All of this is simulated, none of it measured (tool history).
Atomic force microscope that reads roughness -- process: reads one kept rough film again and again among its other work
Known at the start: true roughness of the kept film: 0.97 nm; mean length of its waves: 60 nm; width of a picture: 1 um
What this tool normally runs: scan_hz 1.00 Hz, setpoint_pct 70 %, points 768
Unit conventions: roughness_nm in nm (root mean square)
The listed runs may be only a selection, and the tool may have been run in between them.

{"run": 1, "hour": 0.0, "scan_hz": 1.0, "setpoint_pct": 70, "points": 768, "roughness_nm": 0.911}
{"run": 2, "hour": 59.9, "scan_hz": 1.0, "setpoint_pct": 70, "points": 768, "roughness_nm": 0.921}
{"hour": 97.4, "done": "new tip fitted"}
{"run": 3, "hour": 136.9, "scan_hz": 1.0, "setpoint_pct": 70, "points": 768, "roughness_nm": 0.903}
{"run": 4, "hour": 196.0, "scan_hz": 1.0, "setpoint_pct": 70, "points": 768, "roughness_nm": 0.906}
{"hour": 200.1, "done": "new tip fitted"}
{"run": 5, "hour": 235.0, "scan_hz": 1.0, "setpoint_pct": 70, "points": 768, "roughness_nm": 0.912}
{"hour": 299.6, "done": "new tip fitted"}
{"run": 6, "hour": 299.7, "scan_hz": 1.0, "setpoint_pct": 70, "points": 768, "roughness_nm": 0.923}
{"run": 7, "hour": 349.3, "scan_hz": 1.0, "setpoint_pct": 70, "points": 768, "roughness_nm": 0.903}
{"hour": 401.8, "done": "new tip fitted"}
{"run": 8, "hour": 416.8, "scan_hz": 1.0, "setpoint_pct": 70, "points": 768, "roughness_nm": 0.909}
{"run": 9, "hour": 479.9, "scan_hz": 1.0, "setpoint_pct": 70, "points": 893, "roughness_nm": 0.911}
{"hour": 502.7, "done": "new tip fitted"}
{"run": 10, "hour": 548.7, "scan_hz": 1.0, "setpoint_pct": 70, "points": 483, "roughness_nm": 0.911}
{"run": 11, "hour": 600.3, "scan_hz": 1.0, "setpoint_pct": 78, "points": 483, "roughness_nm": 0.888}
{"hour": 604.4, "done": "new tip fitted"}
{"run": 12, "hour": 647.9, "scan_hz": 0.66, "setpoint_pct": 78, "points": 483, "roughness_nm": 0.903}
{"hour": 703.1, "done": "new tip fitted"}
{"run": 13, "hour": 710.9, "scan_hz": 0.77, "setpoint_pct": 78, "points": 483, "roughness_nm": 0.904}
{"run": 14, "hour": 776.9, "scan_hz": 1.0, "setpoint_pct": 70, "points": 768, "roughness_nm": 0.911}
{"hour": 805.5, "done": "new tip fitted"}
{"run": 15, "hour": 841.8, "scan_hz": 1.0, "setpoint_pct": 70, "points": 768, "roughness_nm": 0.909}
{"run": 16, "hour": 889.8, "scan_hz": 1.0, "setpoint_pct": 70, "points": 315, "roughness_nm": 0.903}
{"hour": 906.4, "done": "new tip fitted"}
{"run": 17, "hour": 949.2, "scan_hz": 1.0, "setpoint_pct": 70, "points": 315, "roughness_nm": 0.908}
{"hour": 1007.5, "done": "new tip fitted"}
{"run": 18, "hour": 1014.8, "scan_hz": 1.0, "setpoint_pct": 70, "points": 315, "roughness_nm": 0.907}
{"run": 19, "hour": 1081.1, "scan_hz": 1.0, "setpoint_pct": 67, "points": 768, "roughness_nm": 0.919}
{"hour": 1112.5, "done": "new tip fitted"}
{"run": 20, "hour": 1161.1, "scan_hz": 1.0, "setpoint_pct": 67, "points": 768, "roughness_nm": 0.919}
{"hour": 1214.8, "done": "new tip fitted"}
{"run": 21, "hour": 1219.5, "scan_hz": 1.0, "setpoint_pct": 70, "points": 1012, "roughness_nm": 0.91}
{"run": 22, "hour": 1294.0, "scan_hz": 1.0, "setpoint_pct": 70, "points": 1012, "roughness_nm": 0.916}
{"hour": 1315.7, "done": "new tip fitted"}
{"run": 23, "hour": 1355.3, "scan_hz": 1.0, "setpoint_pct": 70, "points": 409, "roughness_nm": 0.915}
{"run": 24, "hour": 1402.6, "scan_hz": 1.02, "setpoint_pct": 70, "points": 768, "roughness_nm": 0.914}
{"hour": 1417.2, "done": "new tip fitted"}
{"run": 25, "hour": 1440.3, "scan_hz": 1.0, "setpoint_pct": 70, "points": 259, "roughness_nm": 0.909}
{"run": 26, "hour": 1473.7, "scan_hz": 1.0, "setpoint_pct": 70, "points": 259, "roughness_nm": 0.906}
{"hour": 1522.0, "done": "new tip fitted"}
{"run": 27, "hour": 1534.8, "scan_hz": 1.0, "setpoint_pct": 70, "points": 259, "roughness_nm": 0.906}
{"run": 28, "hour": 1582.6, "scan_hz": 1.01, "setpoint_pct": 61, "points": 259, "roughness_nm": 0.929}
{"run": 29, "hour": 1615.5, "scan_hz": 1.01, "setpoint_pct": 61, "points": 259, "roughness_nm": 0.924}
{"hour": 1621.6, "done": "new tip fitted"}
{"run": 30, "hour": 1661.3, "scan_hz": 1.0, "setpoint_pct": 58, "points": 411, "roughness_nm": 0.94}
{"hour": 1686.2, "done": "height scale calibrated on a step standard"}
{"run": 31, "hour": 1720.7, "scan_hz": 0.68, "setpoint_pct": 70, "points": 728, "roughness_nm": 0.921}
{"hour": 1725.8, "done": "new tip fitted"}
{"run": 32, "hour": 1754.9, "scan_hz": 1.43, "setpoint_pct": 57, "points": 603, "roughness_nm": 0.924}
{"run": 33, "hour": 1807.2, "scan_hz": 1.0, "setpoint_pct": 70, "points": 796, "roughness_nm": 0.92}
{"hour": 1831.5, "done": "new tip fitted"}
{"run": 34, "hour": 1874.5, "scan_hz": 1.75, "setpoint_pct": 70, "points": 295, "roughness_nm": 0.879}
{"hour": 1931.5, "done": "new tip fitted"}
{"run": 35, "hour": 1952.9, "scan_hz": 1.75, "setpoint_pct": 81, "points": 468, "roughness_nm": 0.832}
{"run": 36, "hour": 1998.7, "scan_hz": 1.75, "setpoint_pct": 81, "points": 468, "roughness_nm": 0.818}
{"hour": 2030.5, "done": "new tip fitted"}
{"run": 37, "hour": 2032.2, "scan_hz": 0.76, "setpoint_pct": 61, "points": 331, "roughness_nm": 0.947}

Run 38, settings as shown, results not yet in. Your forecast:
{"run": 38, "hour": 2079.6, "scan_hz": 0.6, "setpoint_pct": 63, "points": 347, "roughness_nm": "?"}

Run 38 yielded roughness_nm 0.938 nm (root mean square).
With the hidden condition absent and the run-to-run variation left alone, this run would have shown roughness_nm 0.939 nm (root mean square).

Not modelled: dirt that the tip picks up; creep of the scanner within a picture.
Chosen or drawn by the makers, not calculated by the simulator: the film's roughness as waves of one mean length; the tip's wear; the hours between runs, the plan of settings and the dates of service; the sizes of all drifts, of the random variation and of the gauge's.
